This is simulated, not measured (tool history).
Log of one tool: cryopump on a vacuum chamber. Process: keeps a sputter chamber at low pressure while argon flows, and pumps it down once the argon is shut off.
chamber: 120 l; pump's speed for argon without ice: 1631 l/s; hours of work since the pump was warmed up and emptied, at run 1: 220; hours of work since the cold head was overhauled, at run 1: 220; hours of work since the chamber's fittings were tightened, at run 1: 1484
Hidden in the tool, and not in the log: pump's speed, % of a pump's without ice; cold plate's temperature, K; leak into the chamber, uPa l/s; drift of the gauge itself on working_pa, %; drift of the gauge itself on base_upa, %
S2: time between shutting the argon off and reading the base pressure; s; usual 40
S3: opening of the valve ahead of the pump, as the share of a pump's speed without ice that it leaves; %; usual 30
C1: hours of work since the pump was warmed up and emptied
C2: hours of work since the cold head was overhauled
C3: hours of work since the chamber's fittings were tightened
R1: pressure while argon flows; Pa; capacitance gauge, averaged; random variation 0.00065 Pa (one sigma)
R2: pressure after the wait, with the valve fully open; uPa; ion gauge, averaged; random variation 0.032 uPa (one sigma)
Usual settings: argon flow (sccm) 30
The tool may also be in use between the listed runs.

{"run": 1, "hour": 0.0, "argon flow (sccm)": 30, "S2": 40, "S3": 30, "C1": 220, "C2": 220, "C3": 1484, "R1": 0.1072, "R2": 4.29}
{"run": 2, "hour": 6.9, "argon flow (sccm)": 30, "S2": 40, "S3": 30, "C1": 225, "C2": 225, "C3": 1490, "R1": 0.1069, "R2": 4.36}
{"hour": 18.6, "done": "leaking fittings of the chamber tightened, without venting"}
{"run": 3, "hour": 23.7, "argon flow (sccm)": 45, "S2": 40, "S3": 30, "C1": 237, "C2": 237, "C3": 4, "R1": 0.1622, "R2": 1.65}
{"run": 4, "hour": 32.8, "argon flow (sccm)": 45, "S2": 40, "S3": 30, "C1": 244, "C2": 244, "C3": 11, "R1": 0.1637, "R2": 1.69}
{"run": 5, "hour": 44.8, "argon flow (sccm)": 45, "S2": 40, "S3": 30, "C1": 253, "C2": 253, "C3": 20, "R1": 0.1624, "R2": 1.73}
{"run": 6, "hour": 58.9, "argon flow (sccm)": 45, "S2": 40, "S3": 30, "C1": 264, "C2": 264, "C3": 31, "R1": 0.1629, "R2": 1.72}
{"run": 7, "hour": 73.1, "argon flow (sccm)": 30, "S2": 40, "S3": 31, "C1": 275, "C2": 275, "C3": 42, "R1": 0.1053, "R2": 1.83}
{"run": 8, "hour": 84.0, "argon flow (sccm)": 30, "S2": 40, "S3": 30, "C1": 284, "C2": 284, "C3": 51, "R1": 0.1086, "R2": 1.82}
{"run": 9, "hour": 93.8, "argon flow (sccm)": 30, "S2": 40, "S3": 30, "C1": 291, "C2": 291, "C3": 59, "R1": 0.1085, "R2": 1.82}
{"run": 10, "hour": 100.9, "argon flow (sccm)": 28, "S2": 67, "S3": 30, "C1": 297, "C2": 297, "C3": 64, "R1": 0.1027, "R2": 1.25}
{"run": 11, "hour": 107.9, "argon flow (sccm)": 28, "S2": 67, "S3": 30, "C1": 302, "C2": 302, "C3": 70, "R1": 0.101, "R2": 1.25}
{"hour": 120.4, "done": "pump warmed up, emptied and cooled again"}
{"run": 12, "hour": 129.6, "argon flow (sccm)": 21, "S2": 177, "S3": 30, "C1": 7, "C2": 315, "C3": 83, "R1": 0.0726, "R2": 0.69}
{"run": 13, "hour": 142.7, "argon flow (sccm)": 22, "S2": 40, "S3": 29, "C1": 17, "C2": 326, "C3": 93, "R1": 0.0783, "R2": 1.89}
{"run": 14, "hour": 155.9, "argon flow (sccm)": 29, "S2": 147, "S3": 30, "C1": 28, "C2": 336, "C3": 103, "R1": 0.0995, "R2": 0.76}
{"run": 15, "hour": 167.1, "argon flow (sccm)": 30, "S2": 40, "S3": 59, "C1": 36, "C2": 345, "C3": 112, "R1": 0.0539, "R2": 1.89}
{"run": 16, "hour": 180.0, "argon flow (sccm)": 52, "S2": 256, "S3": 23, "C1": 46, "C2": 355, "C3": 122, "R1": 0.237, "R2": 0.65}

Forecast each of these 5 alternatives for the next run:
{"run": "A", "hour": 196.0, "argon flow (sccm)": 30, "S2": 43, "S3": 30, "C1": 59, "C2": 367, "C3": 134, "R1": "?", "R2": "?"}
{"run": "B", "hour": 196.0, "argon flow (sccm)": 52, "S2": 263, "S3": 36, "C1": 59, "C2": 367, "C3": 134, "R1": "?", "R2": "?"}
{"run": "C", "hour": 196.0, "argon flow (sccm)": 26, "S2": 90, "S3": 30, "C1": 59, "C2": 367, "C3": 134, "R1": "?", "R2": "?"}
{"run": "D", "hour": 196.0, "argon flow (sccm)": 30, "S2": 40, "S3": 19, "C1": 59, "C2": 367, "C3": 134, "R1": "?", "R2": "?"}
{"run": "E", "hour": 196.0, "argon flow (sccm)": 52, "S2": 256, "S3": 35, "C1": 59, "C2": 367, "C3": 134, "R1": "?", "R2": "?"}

run=A R1=0.1057 R2=1.84
run=B R1=0.1527 R2=0.65
run=C R1=0.0919 R2=1.06
run=D R1=0.1645 R2=1.91
run=E R1=0.1573 R2=0.63
Without the tool's hidden state the same runs would have given:
run=A R1=0.1044 R2=1.58
run=B R1=0.1505 R2=0.40
run=C R1=0.0908 R2=0.80
run=D R1=0.1633 R2=1.65
run=E R1=0.1551 R2=0.39
